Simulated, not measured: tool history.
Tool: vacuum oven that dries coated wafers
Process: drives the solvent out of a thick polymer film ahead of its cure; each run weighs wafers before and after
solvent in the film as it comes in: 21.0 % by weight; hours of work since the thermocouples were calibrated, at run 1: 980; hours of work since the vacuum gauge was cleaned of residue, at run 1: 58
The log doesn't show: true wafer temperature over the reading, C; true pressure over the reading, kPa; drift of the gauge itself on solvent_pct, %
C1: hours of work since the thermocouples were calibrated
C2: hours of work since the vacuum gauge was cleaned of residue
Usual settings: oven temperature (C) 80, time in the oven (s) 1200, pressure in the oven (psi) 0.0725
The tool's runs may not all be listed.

run 1 hour=0.0 | oven_temperature_(C)=80 time_in_the_oven_(s)=1200 pressure_in_the_oven_(psi)=0.0725 | C1=980 C2=58 | solvent_left_in_the_film_(%)=1.37
run 2 hour=8.7 | oven_temperature_(C)=80 time_in_the_oven_(s)=1200 pressure_in_the_oven_(psi)=0.0725 | C1=987 C2=64 | solvent_left_in_the_film_(%)=1.39
run 3 hour=15.3 | oven_temperature_(C)=80 time_in_the_oven_(s)=1440 pressure_in_the_oven_(psi)=0.0725 | C1=991 C2=69 | solvent_left_in_the_film_(%)=0.94
run 4 hour=22.4 | oven_temperature_(C)=80 time_in_the_oven_(s)=1200 pressure_in_the_oven_(psi)=0.0725 | C1=997 C2=74 | solvent_left_in_the_film_(%)=1.40
run 5 hour=28.7 | oven_temperature_(C)=80 time_in_the_oven_(s)=1200 pressure_in_the_oven_(psi)=0.0725 | C1=1001 C2=78 | solvent_left_in_the_film_(%)=1.41
run 6 hour=35.9 | oven_temperature_(C)=80 time_in_the_oven_(s)=1200 pressure_in_the_oven_(psi)=0.0725 | C1=1006 C2=84 | solvent_left_in_the_film_(%)=1.41
run 7 hour=48.9 | oven_temperature_(C)=72 time_in_the_oven_(s)=1200 pressure_in_the_oven_(psi)=0.0725 | C1=1016 C2=93 | solvent_left_in_the_film_(%)=3.96
run 8 hour=59.8 | oven_temperature_(C)=72 time_in_the_oven_(s)=720 pressure_in_the_oven_(psi)=0.0725 | C1=1024 C2=101 | solvent_left_in_the_film_(%)=7.07
run 9 hour=68.5 | oven_temperature_(C)=80 time_in_the_oven_(s)=1200 pressure_in_the_oven_(psi)=0.0725 | C1=1030 C2=107 | solvent_left_in_the_film_(%)=1.41
run 10 hour=81.0 | oven_temperature_(C)=80 time_in_the_oven_(s)=1200 pressure_in_the_oven_(psi)=0.0725 | C1=1039 C2=116 | solvent_left_in_the_film_(%)=1.40
run 11 hour=92.2 | oven_temperature_(C)=80 time_in_the_oven_(s)=1200 pressure_in_the_oven_(psi)=0.0725 | C1=1047 C2=124 | solvent_left_in_the_film_(%)=1.41
run 12 hour=103.7 | oven_temperature_(C)=80 time_in_the_oven_(s)=1200 pressure_in_the_oven_(psi)=0.0725 | C1=1055 C2=133 | solvent_left_in_the_film_(%)=1.43
run 13 hour=113.0 | oven_temperature_(C)=90 time_in_the_oven_(s)=1200 pressure_in_the_oven_(psi)=0.0725 | C1=1062 C2=139 | solvent_left_in_the_film_(%)=0.32
run 14 hour=120.1 | oven_temperature_(C)=72 time_in_the_oven_(s)=660 pressure_in_the_oven_(psi)=0.0669 | C1=1067 C2=144 | solvent_left_in_the_film_(%)=7.57
run 15 hour=132.2 | oven_temperature_(C)=72 time_in_the_oven_(s)=660 pressure_in_the_oven_(psi)=0.0669 | C1=1076 C2=153 | solvent_left_in_the_film_(%)=7.50
run 16 hour=142.8 | oven_temperature_(C)=72 time_in_the_oven_(s)=1440 pressure_in_the_oven_(psi)=0.0908 | C1=1083 C2=161 | solvent_left_in_the_film_(%)=3.24
run 17 hour=149.4 | oven_temperature_(C)=69 time_in_the_oven_(s)=1200 pressure_in_the_oven_(psi)=0.1511 | C1=1088 C2=165 | solvent_left_in_the_film_(%)=5.81
run 18 hour=159.8 | oven_temperature_(C)=69 time_in_the_oven_(s)=1200 pressure_in_the_oven_(psi)=0.1511 | C1=1096 C2=173 | solvent_left_in_the_film_(%)=5.81
run 19 hour=169.4 | oven_temperature_(C)=69 time_in_the_oven_(s)=960 pressure_in_the_oven_(psi)=0.0864 | C1=1103 C2=180 | solvent_left_in_the_film_(%)=6.82
run 20 hour=177.4 | oven_temperature_(C)=75 time_in_the_oven_(s)=1080 pressure_in_the_oven_(psi)=0.0550 | C1=1108 C2=186 | solvent_left_in_the_film_(%)=3.27
run 21 hour=183.4 | oven_temperature_(C)=75 time_in_the_oven_(s)=1080 pressure_in_the_oven_(psi)=0.0550 | C1=1113 C2=190 | solvent_left_in_the_film_(%)=3.29
run 22 hour=191.1 | oven_temperature_(C)=75 time_in_the_oven_(s)=1080 pressure_in_the_oven_(psi)=0.0550 | C1=1118 C2=196 | solvent_left_in_the_film_(%)=3.32
run 23 hour=205.1 | oven_temperature_(C)=80 time_in_the_oven_(s)=780 pressure_in_the_oven_(psi)=0.0384 | C1=1128 C2=206 | solvent_left_in_the_film_(%)=3.02
run 24 hour=210.9 | oven_temperature_(C)=85 time_in_the_oven_(s)=1800 pressure_in_the_oven_(psi)=0.0519 | C1=1133 C2=210 | solvent_left_in_the_film_(%)=0.32

5 ways to go on from here, each from the tool as it stands after run 24. What would each give?
run A hour=216.6 | oven_temperature_(C)=85 time_in_the_oven_(s)=1260 pressure_in_the_oven_(psi)=0.0519 | C1=1137 C2=214 | solvent_left_in_the_film_(%)=?
run B hour=216.6 | oven_temperature_(C)=82 time_in_the_oven_(s)=960 pressure_in_the_oven_(psi)=0.2737 | C1=1137 C2=214 | solvent_left_in_the_film_(%)=?
run C hour=216.6 | oven_temperature_(C)=66 time_in_the_oven_(s)=1800 pressure_in_the_oven_(psi)=0.1149 | C1=1137 C2=214 | solvent_left_in_the_film_(%)=?
run D hour=216.6 | oven_temperature_(C)=90 time_in_the_oven_(s)=780 pressure_in_the_oven_(psi)=0.0725 | C1=1137 C2=214 | solvent_left_in_the_film_(%)=?
run E hour=216.6 | oven_temperature_(C)=76 time_in_the_oven_(s)=720 pressure_in_the_oven_(psi)=0.1317 | C1=1137 C2=214 | solvent_left_in_the_film_(%)=?

run=A solvent_left_in_the_film_(%)=0.51
run=B solvent_left_in_the_film_(%)=2.53
run=C solvent_left_in_the_film_(%)=4.77
run=D solvent_left_in_the_film_(%)=0.66
run=E solvent_left_in_the_film_(%)=5.49
Without the tool's hidden state the same runs would have given:
run=A solvent_left_in_the_film_(%)=0.42
run=B solvent_left_in_the_film_(%)=2.27
run=C solvent_left_in_the_film_(%)=4.32
run=D solvent_left_in_the_film_(%)=0.54
run=E solvent_left_in_the_film_(%)=5.05

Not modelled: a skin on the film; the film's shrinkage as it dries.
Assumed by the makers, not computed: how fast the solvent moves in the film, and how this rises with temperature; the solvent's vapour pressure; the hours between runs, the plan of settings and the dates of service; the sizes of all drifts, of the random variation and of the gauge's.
